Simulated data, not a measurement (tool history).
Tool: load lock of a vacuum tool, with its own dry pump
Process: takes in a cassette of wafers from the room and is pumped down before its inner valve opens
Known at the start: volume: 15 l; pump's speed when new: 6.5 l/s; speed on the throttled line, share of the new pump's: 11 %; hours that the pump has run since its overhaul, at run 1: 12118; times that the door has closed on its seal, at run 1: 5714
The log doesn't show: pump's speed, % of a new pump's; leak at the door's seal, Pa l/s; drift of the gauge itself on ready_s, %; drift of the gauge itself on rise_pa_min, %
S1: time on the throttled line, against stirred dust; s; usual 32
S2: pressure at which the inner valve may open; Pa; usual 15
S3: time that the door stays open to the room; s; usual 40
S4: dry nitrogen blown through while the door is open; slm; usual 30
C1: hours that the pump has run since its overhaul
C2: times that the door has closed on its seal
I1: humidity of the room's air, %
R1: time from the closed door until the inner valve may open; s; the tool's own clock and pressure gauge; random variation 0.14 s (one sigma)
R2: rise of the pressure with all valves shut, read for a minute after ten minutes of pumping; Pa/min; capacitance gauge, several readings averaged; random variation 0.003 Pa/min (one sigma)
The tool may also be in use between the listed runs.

run    hour  S1  S2   S3  S4     C1     C2    I1    R1     R2
  1     0.0  32  15   40  30  12118   5714  42.6  50.4  0.050
  2    95.5  32  15   40  30  12213   5980  44.1  50.7  0.046
  3   204.6  32  15   40  30  12322   6284  45.2  50.6  0.051
  4   253.6  32  15   40  30  12371   6420  46.1  50.9  0.049
  5   305.0  19  15   40  30  12423   6563  44.9  39.0  0.048
  6   411.5  32  15   40  30  12529   6860  41.3  50.8  0.052
  7   507.0  32  15   44  30  12625   7126  46.4  50.8  0.058
  8   559.8  32  15   44  30  12677   7273  46.3  50.9  0.054
  9   619.0  32  14   40  30  12737   7438  44.2  50.9  0.055
 10   692.6  32  14   40  30  12810   7643  48.4  50.9  0.059
 11   775.0  32  14   40  30  12893   7872  45.0  50.8  0.058
 12   878.4  32  15   40  30  12996   8160  43.5  50.7  0.053
 13   968.3  25  15   38  40  13086   8410  44.7  44.6  0.050
 14  1081.8  25  16   34  40  13199   8727  49.8  44.7  0.054
 15  1135.4  25  25   34  40  13253   8876  47.1  43.1  0.059
 16  1186.1  26  14  165  17  13304   9017  41.8  45.9  0.094
 17  1286.5  26  14  165  17  13404   9297  42.8  45.8  0.088
 18  1377.4  32  29   40  30  13495   9550  42.0  49.2  0.057
 19  1474.5  32  12   40  30  13592   9820  43.6  51.5  0.066
 20  1526.2  55  12   40  30  13644   9965  44.4  71.9  0.058
 21  1592.5  55  12   40  22  13710  10149  43.8  71.7  0.065
 22  1645.7  21  12   40  22  13763  10297  44.5  41.9  0.069
 23  1743.6  21  12   40  32  13861  10570  46.4  41.8  0.063

Forecast each of these 4 alternatives for the next run:
  A  1807.9  17  15  93  30  13926  10749  46.4   ?   ?
  B  1807.9  18  12  57  32  13926  10749  43.2   ?   ?
  C  1807.9  38  15  40   7  13926  10749  43.7   ?   ?
  D  1807.9  32  11  72  30  13926  10749  46.3   ?   ?

run    R1     R2
  A  37.8  0.080
  B  39.5  0.067
  C  56.1  0.094
  D  51.9  0.072
Without the tool's hidden state the same runs would have given:
run    R1     R2
  A  35.5  0.053
  B  37.0  0.040
  C  54.0  0.067
  D  49.6  0.045

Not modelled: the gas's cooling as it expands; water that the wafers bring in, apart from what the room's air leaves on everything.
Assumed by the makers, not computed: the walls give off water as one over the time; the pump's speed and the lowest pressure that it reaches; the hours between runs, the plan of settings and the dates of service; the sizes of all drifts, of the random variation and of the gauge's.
